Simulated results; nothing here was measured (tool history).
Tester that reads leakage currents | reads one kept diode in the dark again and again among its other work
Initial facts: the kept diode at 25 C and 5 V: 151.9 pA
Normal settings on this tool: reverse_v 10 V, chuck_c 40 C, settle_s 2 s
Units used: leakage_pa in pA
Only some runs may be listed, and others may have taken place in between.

run	hour	reverse_v	chuck_c	settle_s	leakage_pa
1	0	10	40	2	743.32
2	16.5	10	40	2	748.27
3	30.6	10	40	2	750.46
4	58.5	10	58	2	2559.02
5	75.4	10	40	2	752.71
6	90.2	10	40	2	753.01
7	112.2	10	40	2	755.73
8	138.5	10	40	2	757.71
9	154	9	40	2	721.17
10	185.6	10	40	2	767.94
11	215.9	10	40	2	768.38
12	236.9	10	40	2	771.46
13	264.2	10	40	2	773.06
14	284.6	10	40	2	772.86
15	314.1	9.1	40	2	745.69
16	337.9	9.1	40	2	747.75
17	369.4	5.1	40	2	572.46
18	391.2	10	40	2	792.71
19	414.2	10	40	2	791.18
20	445.7	10	40	2	789.68
21	462.5	10	40	2	795.91
22	486.4	5.8	26	9.13	215.11
23	519.6	5.8	26	9.13	177.46
24	548.9	5.8	26	9.13	178.92
25	579.2	5.8	26	9.13	178.95
26	601.9	2.1	40	1.47	321.35
27	624.3	10	31	6.27	346.17
28	652.4	12.1	40	2	742.11
29	673.8	12.1	40	2	747.56
30	700.7	12.1	40	2	744.55
31	718.7	5.5	40	2	516.74
32	741.2	5.5	40	2	518.58
33	765.7	5.5	40	2	518.9
34	783.2	5.5	40	2	519.31
35	801.2	5.5	40	2	523.31
36	826.5	5.5	40	2	522.41
37	839.9	5.5	40	2	524
38	861.6	5.5	40	2	524.01
39	892.7	5.5	21	2	124.76

Put back what was entered between runs (1 entry, withheld): which listed runs does each sit between, and how does the hidden state differ from the listed run before to the listed run after?
After run 22, before run 23: chuck's temperature calibrated (hour 518.3)
  stray current of the dirty probe card, pA a volt: 0.326 -> 0.331; current scale over the true one, %: -0.36 -> -0.37; true chuck temperature over the reading, C: 2.48 -> 0
  measured value less the no-hidden-state value, leakage_pa: +39.18 -> +1.12 pA
